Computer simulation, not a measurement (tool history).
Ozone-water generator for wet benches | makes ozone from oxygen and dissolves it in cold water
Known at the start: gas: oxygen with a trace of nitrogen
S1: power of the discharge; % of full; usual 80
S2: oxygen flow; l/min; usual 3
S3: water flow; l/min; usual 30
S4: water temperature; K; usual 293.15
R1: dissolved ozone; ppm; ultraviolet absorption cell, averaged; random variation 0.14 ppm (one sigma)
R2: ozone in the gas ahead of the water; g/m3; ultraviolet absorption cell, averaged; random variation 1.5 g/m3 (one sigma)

run     day  S1    S2  S3      S4    R1     R2
  1       0  80     3  30  293.15  16.7  286.9
  2   1.492  80     3  30  293.15  16.7  285.7
  3   2.492  80     3  43  293.15  11.6  285.1
  4   3.879  80     3  43  293.15  11.5    283
  5   5.054  66     3  43  293.15    10  249.7
  6   5.938  66     3  43  293.15   9.9  246.7
  7   7.108  66     3  43  293.15  10.1  247.9
  8   7.975  80  3.58  28  293.15  18.3  253.1
  9   8.862  80  3.58  28  293.15  18.1  254.3
 10    9.85  80  3.58  28  293.15  18.2  253.6
 11  11.229  80  3.58  28  293.15  18.3  251.4
 12  12.829  54  3.62  30  293.15    13  189.6
 13  13.817  74     3  31  293.15  15.4  265.5
 14  15.546  74     3  19  290.15  24.4  267.9

Hidden state or all else? Some run-to-run changes of R2, split into what the settings, what came in and random variation would give without the hidden state, and what is left for the hidden state (with any gauge scatter that isn't in both results):
The hidden state here: yield of the discharge, % of new electrodes'; contactor's efficiency, % of a clean one's; true water temperature over the reading, C; drift of the gauge itself on ozone_ppm, %; drift of the gauge itself on gas_g_m3, %.
Run 12 -> 13: S1 54 -> 74, S2 3.62 -> 3, S3 30 -> 31. R2 +75.9 g/m3: hidden state -1.8, all else +77.7.

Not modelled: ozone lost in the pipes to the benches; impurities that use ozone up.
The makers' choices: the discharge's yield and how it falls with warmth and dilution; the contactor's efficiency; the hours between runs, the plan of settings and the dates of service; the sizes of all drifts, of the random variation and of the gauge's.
